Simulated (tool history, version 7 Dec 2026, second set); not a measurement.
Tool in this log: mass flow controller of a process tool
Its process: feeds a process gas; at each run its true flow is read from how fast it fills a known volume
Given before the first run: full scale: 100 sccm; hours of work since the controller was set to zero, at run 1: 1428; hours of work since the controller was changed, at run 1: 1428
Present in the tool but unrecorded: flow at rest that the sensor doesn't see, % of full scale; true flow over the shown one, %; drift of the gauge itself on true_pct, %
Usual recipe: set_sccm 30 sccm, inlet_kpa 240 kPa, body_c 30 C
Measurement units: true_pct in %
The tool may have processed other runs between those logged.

run    hour  set_sccm  inlet_kpa  body_c  hours of work since the controller was set to zero  hours of work since the controller was changed  true_pct
  1       0        30        240      30                                                1428                                            1428     99.15
  2   153.4        30        240      24                                                1510                                            1510     99.73
  3   296.5        30        240      30                                                1587                                            1587     99.01
  4   421.9        30        240      26                                                1654                                            1654     99.39
  5   521.8        30        240      26                                                1707                                            1707     99.29
  6   664.4        30        240      26                                                1783                                            1783     99.41
  7   772.4        30        240      26                                                1841                                            1841     99.46
  8     892        30        240      26                                                1905                                            1905     99.45
  9     998        30        252      30                                                1961                                            1961     99.06
 10  1159.8        17        245      30                                                2048                                            2048     98.82
 11  1270.5        13        240      30                                                2107                                            2107     98.89
 12  1411.9        13        193      36                                                2182                                            2182     98.59
 13  1572.5        46        185      22                                                2268                                            2268    100.27
 14  1662.5        46        185      22                                                2316                                            2316    100.19
 15  1739.4        12        196      26                                                2357                                            2357     99.69

Consider 3 possible next runs. They are alternatives, not a sequence: every one starts from the tool as it was left by run 15. What does each give?
  A  1842.1        47        240      23                                                2412                                            2412         ?
  B  1842.1        20        201      30                                                2412                                            2412         ?
  C  1842.1        26        240      30                                                2412                                            2412         ?

run  true_pct
  A     99.82
  B     99.21
  C     98.96
With no hidden state in the tool, these same runs would have given:
run  true_pct
  A     99.81
  B     99.21
  C     98.95
